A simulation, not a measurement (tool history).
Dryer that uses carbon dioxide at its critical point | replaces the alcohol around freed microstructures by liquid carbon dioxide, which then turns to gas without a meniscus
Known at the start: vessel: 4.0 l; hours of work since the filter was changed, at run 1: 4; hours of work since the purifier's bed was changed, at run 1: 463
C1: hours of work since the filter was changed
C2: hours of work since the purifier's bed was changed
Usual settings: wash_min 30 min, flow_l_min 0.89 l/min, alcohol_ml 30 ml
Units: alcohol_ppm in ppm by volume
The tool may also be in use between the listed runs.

Run 1, hour 0: usual settings; C1 4; C2 463. Result: alcohol_ppm 53 ppm by volume.
Run 2, hour 18: usual settings; C1 11; C2 470. Result: alcohol_ppm 40 ppm by volume.
Run 3, hour 46.1: usual settings; C1 21; C2 479. Result: alcohol_ppm 50 ppm by volume.
Run 4, hour 68.4: usual settings but flow_l_min 1.253 l/min; C1 29; C2 487. Result: alcohol_ppm 26 ppm by volume.
Run 5, hour 86.6: usual settings but flow_l_min 1.253 l/min; C1 35; C2 494. Result: alcohol_ppm 26 ppm by volume.
Run 6, hour 113.8: usual settings; C1 45; C2 503. Result: alcohol_ppm 46 ppm by volume.
Run 7, hour 128.2: usual settings but wash_min 37 min, flow_l_min 0.805 l/min; C1 50; C2 509. Result: alcohol_ppm 31 ppm by volume.
Run 8, hour 143.2: usual settings but wash_min 21 min, flow_l_min 1.072 l/min, alcohol_ml 101 ml; C1 55; C2 514. Result: alcohol_ppm 218 ppm by volume.
Run 9, hour 163: usual settings but wash_min 19 min, alcohol_ml 54 ml; C1 62; C2 521. Result: alcohol_ppm 395 ppm by volume.
Run 10, hour 188.6: usual settings but wash_min 27 min, alcohol_ml 115 ml; C1 71; C2 530. Result: alcohol_ppm 199 ppm by volume.
Run 11, hour 215.1: usual settings but wash_min 24 min, flow_l_min 0.761 l/min, alcohol_ml 33 ml; C1 81; C2 539. Result: alcohol_ppm 204 ppm by volume.
Run 12, hour 237.5: usual settings but wash_min 27 min, flow_l_min 0.816 l/min, alcohol_ml 35 ml; C1 88; C2 547. Result: alcohol_ppm 107 ppm by volume.

5 ways to go on from here, each from the tool as it stands after run 12. What would each give?
Run A, hour 268.8: usual settings but wash_min 31 min, flow_l_min 0.861 l/min, alcohol_ml 105 ml; C1 100; C2 558. Result: alcohol_ppm ?.
Run B, hour 268.8: usual settings but flow_l_min 0.662 l/min; C1 100; C2 558. Result: alcohol_ppm ?.
Run C, hour 268.8: usual settings but wash_min 28 min, flow_l_min 1.011 l/min, alcohol_ml 28 ml; C1 100; C2 558. Result: alcohol_ppm ?.
Run D, hour 268.8: usual settings but flow_l_min 0.915 l/min; C1 100; C2 558. Result: alcohol_ppm ?.
Run E, hour 268.8: usual settings but wash_min 19 min, flow_l_min 0.646 l/min, alcohol_ml 45 ml; C1 100; C2 558. Result: alcohol_ppm ?.

run  alcohol_ppm
  A          121
  B          147
  C           32
  D           42
  E          945
Without the tool's hidden state the same runs would have given:
run  alcohol_ppm
  A           87
  B          115
  C           13
  D           22
  E          854

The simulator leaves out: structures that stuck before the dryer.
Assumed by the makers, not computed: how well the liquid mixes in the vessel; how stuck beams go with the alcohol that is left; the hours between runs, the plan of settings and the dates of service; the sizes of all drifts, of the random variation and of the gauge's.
